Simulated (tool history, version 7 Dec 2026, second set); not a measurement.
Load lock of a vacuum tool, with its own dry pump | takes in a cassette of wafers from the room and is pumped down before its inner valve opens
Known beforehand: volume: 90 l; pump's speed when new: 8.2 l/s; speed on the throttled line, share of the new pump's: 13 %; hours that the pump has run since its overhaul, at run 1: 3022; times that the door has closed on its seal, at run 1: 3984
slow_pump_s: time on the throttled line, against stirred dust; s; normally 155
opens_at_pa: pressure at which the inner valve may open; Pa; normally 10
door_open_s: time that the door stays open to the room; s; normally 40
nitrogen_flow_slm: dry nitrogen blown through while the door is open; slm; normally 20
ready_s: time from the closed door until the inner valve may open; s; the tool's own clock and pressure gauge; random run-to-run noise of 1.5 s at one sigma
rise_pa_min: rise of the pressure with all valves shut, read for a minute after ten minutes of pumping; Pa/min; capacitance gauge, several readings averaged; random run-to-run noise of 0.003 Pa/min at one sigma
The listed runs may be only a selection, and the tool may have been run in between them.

run	hour	slow_pump_s	opens_at_pa	door_open_s	nitrogen_flow_slm	hours that the pump has run since its overhaul	times that the door has closed on its seal	incoming humidity of the room's air, %	ready_s	rise_pa_min
1	0	155	10	40	20	3022	3984	42.4	241.4	0.084
2	233.5	155	10	106	20	3256	4736	46	243.8	0.111
3	399.4	155	10	106	20	3422	5270	45.9	245	0.12
4	565.5	155	10	106	20	3588	5805	44.2	245.8	0.13
5	744.2	155	10	106	20	3766	6380	47.6	245.5	0.14
6	1065.2	155	10	106	20	4087	7414	43.2	242.9	0.168
7	1272.4	155	10	106	20	4295	8081	45.4	243.1	0.185
8	1653.9	155	10	40	20	4676	9310	44.6	246.1	0.203
9	1854.6	155	10	40	20	4877	9956	51.5	246.1	0.231
10	2017.4	79	10	40	20	5040	10480	46.5	181.3	0.245
11	2329.6	79	10	40	20	5352	11486	43.9	184.4	0.27
12	2703.6	303	10	40	20	5726	12690	44.8	372.2	0.31
13	2946.8	303	10	40	20	5969	13473	46.7	373.1	0.341
14	3222.2	155	10	40	20	6244	14360	43.2	253.2	0.361
15	3597.8	155	10	40	34	6620	15570	46	253.1	0.399
16	3843.8	155	10	40	34	6866	16362	42	252.5	0.452
17	4237.4	155	10	40	34	7260	17629	44.3	251.6	0.496
18	4558.1	155	10	40	34	7580	18662	44.9	252.5	0.528
19	4938.8	196	9	40	34	7961	19888	46.1	289.7	0.603
20	5146.5	147	9	40	34	8169	20557	47.1	248.5	0.632
21	5398.8	281	20	40	20	8421	21369	44.1	352.1	0.668
22	5582.2	147	11	85	4	8604	21960	44.9	246.5	0.727
# hour 5770.3: door's seal changed, seat wiped
23	5770.3	137	18	32	8	8791	0	48.3	230.4	0.022
24	6090.7	155	7	40	20	9111	1032	42.4	259.8	0.026
25	6388.9	155	10	55	7	9410	1992	46.1	255.6	0.042
26	6690.9	141	10	31	20	9712	2964	44.3	245.4	0.05
27	7032.7	108	20	69	5	10053	4065	45.9	206.8	0.083
28	7241.9	108	20	210	40	10263	4739	40.4	210.3	0.077
29	7479.8	148	16	40	20	10501	5505	42.2	248.9	0.1
30	7695.4	148	16	40	20	10716	6199	44.7	247.3	0.104
31	7871.4	155	8	52	20	10892	6766	42.7	264.2	0.121
32	8097.3	155	8	180	20	11118	7493	41.3	266	0.145
33	8266.3	155	8	180	20	11287	8038	46.9	264.1	0.161
34	8463	155	8	180	20	11484	8671	46.1	269.2	0.179
35	8638.8	175	16	63	20	11660	9237	43.4	271.8	0.181
36	8896.6	155	10	68	30	11917	10068	47.9	261.8	0.208

Measured less the same run without the tool's hidden state. The same run-to-run variation is in both; the gauge's scatter may not be:
What the log doesn't record here: pump's speed, % of a new pump's; leak at the door's seal, Pa l/s; drift of the gauge itself on ready_s, %; drift of the gauge itself on rise_pa_min, %.
run	ready_s	rise_pa_min
1	+6.1	+0.076
2	+6.6	+0.089
3	+7	+0.097
4	+7.4	+0.109
5	+7.7	+0.118
6	+8.3	+0.147
7	+8.6	+0.162
8	+9.5	+0.193
9	+9.9	+0.215
10	+11.7	+0.231
11	+12.5	+0.252
12	+9.1	+0.295
13	+9.5	+0.323
14	+13.2	+0.345
15	+14	+0.386
16	+14.5	+0.435
17	+15.4	+0.483
18	+16.1	+0.52
19	+16.2	+0.588
20	+18.3	+0.617
21	+12.9	+0.652
22	+18.7	+0.689
23	+17.8	+0.001
24	+20.7	+0.011
25	+20.1	+0.022
26	+21.6	+0.036
27	+21.4	+0.053
28	+22.2	+0.065
29	+22.1	+0.083
30	+22.6	+0.095
31	+25.3	+0.108
32	+25.9	+0.119
33	+26.3	+0.132
34	+27.2	+0.149
35	+24	+0.164
36	+27.2	+0.19
